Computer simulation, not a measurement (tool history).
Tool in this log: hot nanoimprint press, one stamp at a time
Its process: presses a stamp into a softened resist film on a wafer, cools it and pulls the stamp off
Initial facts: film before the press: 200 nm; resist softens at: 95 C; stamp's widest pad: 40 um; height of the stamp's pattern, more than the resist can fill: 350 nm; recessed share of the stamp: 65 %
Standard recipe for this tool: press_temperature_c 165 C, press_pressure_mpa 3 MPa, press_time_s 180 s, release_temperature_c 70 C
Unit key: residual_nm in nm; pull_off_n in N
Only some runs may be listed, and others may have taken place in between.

run,hour,press_temperature_c,press_pressure_mpa,press_time_s,release_temperature_c,residual_nm,pull_off_n
1,0.0,165,3,180,70,77.2,147
2,71.6,165,3,180,75,75.9,137
3,150.0,165,3,180,75,76.3,135
# hour 219.2: press's hydraulic seals changed and the load cell set to zero
4,219.2,165,3,180,70,76.2,142
5,300.9,165,3,180,70,76.1,149
6,374.9,165,3,180,70,75.7,151

What does the tool deliver on the next run?
7,449.8,163,3,91,70,?,?

{"run 7": {"residual_nm": 107.5, "pull_off_n": 146}}
With no hidden state in the tool, this same run would have given residual_nm 106.7 nm, pull_off_n 143 N.

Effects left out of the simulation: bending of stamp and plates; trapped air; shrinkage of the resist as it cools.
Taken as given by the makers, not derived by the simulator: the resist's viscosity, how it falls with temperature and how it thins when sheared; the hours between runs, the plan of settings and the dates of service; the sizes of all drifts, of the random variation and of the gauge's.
